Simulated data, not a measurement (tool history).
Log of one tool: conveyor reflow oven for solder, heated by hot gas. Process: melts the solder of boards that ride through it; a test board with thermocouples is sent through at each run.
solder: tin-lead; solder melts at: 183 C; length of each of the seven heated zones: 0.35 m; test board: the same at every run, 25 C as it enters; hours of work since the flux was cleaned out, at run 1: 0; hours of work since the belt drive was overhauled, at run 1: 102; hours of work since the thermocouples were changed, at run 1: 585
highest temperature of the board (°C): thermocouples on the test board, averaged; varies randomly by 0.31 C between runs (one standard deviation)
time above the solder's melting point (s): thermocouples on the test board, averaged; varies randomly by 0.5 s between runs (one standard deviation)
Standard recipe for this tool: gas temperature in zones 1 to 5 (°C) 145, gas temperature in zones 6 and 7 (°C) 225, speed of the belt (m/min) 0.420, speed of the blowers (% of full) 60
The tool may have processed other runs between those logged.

| run | hour | gas temperature in zones 1 to 5 (°C) | gas temperature in zones 6 and 7 (°C) | speed of the belt (m/min) | speed of the blowers (% of full) | hours of work since the flux was cleaned out | hours of work since the belt drive was overhauled | hours of work since the thermocouples were changed | highest temperature of the board (°C) | time above the solder's melting point (s) |
|---|---|---|---|---|---|---|---|---|---|---|
| 1 | 0.0 | 145 | 225 | 0.420 | 60 | 0 | 102 | 585 | 212.2 | 73.3 |
| 2 | 17.0 | 145 | 225 | 0.477 | 60 | 8 | 109 | 592 | 208.4 | 59.4 |
| 3 | 41.8 | 145 | 228 | 0.477 | 60 | 18 | 120 | 603 | 211.2 | 62.0 |
| 4 | 54.3 | 145 | 228 | 0.477 | 60 | 24 | 126 | 609 | 210.6 | 61.3 |
| 5 | 67.2 | 145 | 228 | 0.477 | 60 | 30 | 132 | 614 | 210.6 | 61.5 |
| 6 | 80.1 | 145 | 228 | 0.477 | 60 | 35 | 137 | 620 | 210.7 | 61.2 |
| 7 | 93.7 | 145 | 228 | 0.342 | 60 | 41 | 143 | 626 | 219.5 | 101.8 |
| 8 | 115.3 | 145 | 225 | 0.420 | 60 | 51 | 153 | 635 | 211.3 | 72.5 |
| 9 | 142.1 | 145 | 225 | 0.420 | 60 | 63 | 165 | 647 | 211.8 | 73.0 |
| 10 | 158.2 | 145 | 225 | 0.420 | 60 | 70 | 172 | 654 | 212.0 | 72.6 |
| 11 | 182.5 | 145 | 225 | 0.420 | 60 | 81 | 182 | 665 | 211.9 | 73.0 |
| 12 | 203.6 | 145 | 225 | 0.420 | 60 | 90 | 192 | 675 | 212.2 | 72.4 |
| 13 | 229.2 | 145 | 225 | 0.420 | 60 | 101 | 203 | 686 | 211.6 | 73.3 |
|  | 235.1 | belt drive overhauled, speed set with a stopwatch |
| 14 | 245.0 | 145 | 225 | 0.420 | 60 | 107 | 4 | 691 | 211.6 | 73.0 |
| 15 | 260.0 | 145 | 225 | 0.420 | 60 | 113 | 11 | 698 | 211.8 | 73.6 |
| 16 | 286.1 | 145 | 225 | 0.420 | 60 | 125 | 23 | 709 | 211.4 | 72.5 |
| 17 | 297.3 | 159 | 225 | 0.420 | 60 | 130 | 28 | 714 | 214.6 | 84.6 |
| 18 | 308.3 | 132 | 219 | 0.449 | 68 | 135 | 32 | 719 | 203.9 | 53.1 |
|  | 314.1 | belt drive overhauled, speed set with a stopwatch, once more |
| 19 | 331.2 | 131 | 225 | 0.420 | 62 | 143 | 8 | 727 | 210.2 | 62.8 |
| 20 | 358.4 | 156 | 225 | 0.420 | 62 | 155 | 20 | 739 | 213.9 | 81.6 |
|  | 367.1 | flux residue cleaned out of gas plates and filters |
| 21 | 384.7 | 146 | 225 | 0.420 | 79 | 8 | 29 | 749 | 216.6 | 80.6 |
| 22 | 397.5 | 146 | 225 | 0.420 | 79 | 13 | 35 | 754 | 216.4 | 80.3 |
| 23 | 417.5 | 137 | 234 | 0.495 | 79 | 22 | 43 | 763 | 219.5 | 64.9 |
| 24 | 428.7 | 160 | 225 | 0.348 | 60 | 27 | 48 | 768 | 218.3 | 110.0 |
| 25 | 441.8 | 145 | 233 | 0.420 | 53 | 33 | 54 | 774 | 217.0 | 76.7 |
| 26 | 467.9 | 145 | 225 | 0.447 | 60 | 45 | 66 | 786 | 210.5 | 64.9 |
| 27 | 481.0 | 143 | 220 | 0.462 | 55 | 50 | 72 | 791 | 203.6 | 51.4 |
| 28 | 494.4 | 137 | 225 | 0.430 | 60 | 56 | 77 | 797 | 209.9 | 64.4 |
| 29 | 512.6 | 137 | 225 | 0.430 | 60 | 64 | 86 | 805 | 210.4 | 64.1 |
| 30 | 531.2 | 143 | 214 | 0.412 | 74 | 73 | 94 | 814 | 206.1 | 67.4 |
| 31 | 556.1 | 143 | 214 | 0.412 | 74 | 84 | 105 | 825 | 205.5 | 68.0 |

For each run, the measured value with the value that run would have given without the tool's hidden condition subtracted. The run-to-run variation is shared by both, the gauge scatter possibly not:
Unlogged tool condition in this case: heat that the gas passes to the board, % of a clean oven's; belt's true speed, % of the reading; true gas temperature in zones 6 and 7 over the reading, C; drift of the gauge itself on peak_c, C; drift of the gauge itself on liquid_s, %.
| run | highest temperature of the board (°C) | time above the solder's melting point (s) |
|---|---|---|
| 1 | +0.7 | +1.0 |
| 2 | +0.7 | +1.0 |
| 3 | +0.6 | +0.8 |
| 4 | +0.6 | +0.8 |
| 5 | +0.5 | +0.8 |
| 6 | +0.5 | +0.7 |
| 7 | +0.6 | +1.0 |
| 8 | +0.5 | +0.8 |
| 9 | +0.5 | +0.7 |
| 10 | +0.5 | +0.7 |
| 11 | +0.4 | +0.6 |
| 12 | +0.4 | +0.6 |
| 13 | +0.4 | +0.5 |
| 14 | +0.4 | +0.7 |
| 15 | +0.4 | +0.7 |
| 16 | +0.4 | +0.6 |
| 17 | +0.5 | +0.8 |
| 18 | +0.1 | -0.1 |
| 19 | -0.1 | -0.5 |
| 20 | +0.2 | -0.1 |
| 21 | +1.1 | +0.9 |
| 22 | +1.0 | +0.9 |
| 23 | +0.8 | +0.7 |
| 24 | +1.0 | +1.1 |
| 25 | +0.9 | +1.0 |
| 26 | +0.8 | +0.9 |
| 27 | +0.8 | +1.1 |
| 28 | +0.8 | +0.9 |
| 29 | +0.7 | +0.8 |
| 30 | +0.8 | +0.9 |
| 31 | +0.8 | +0.8 |
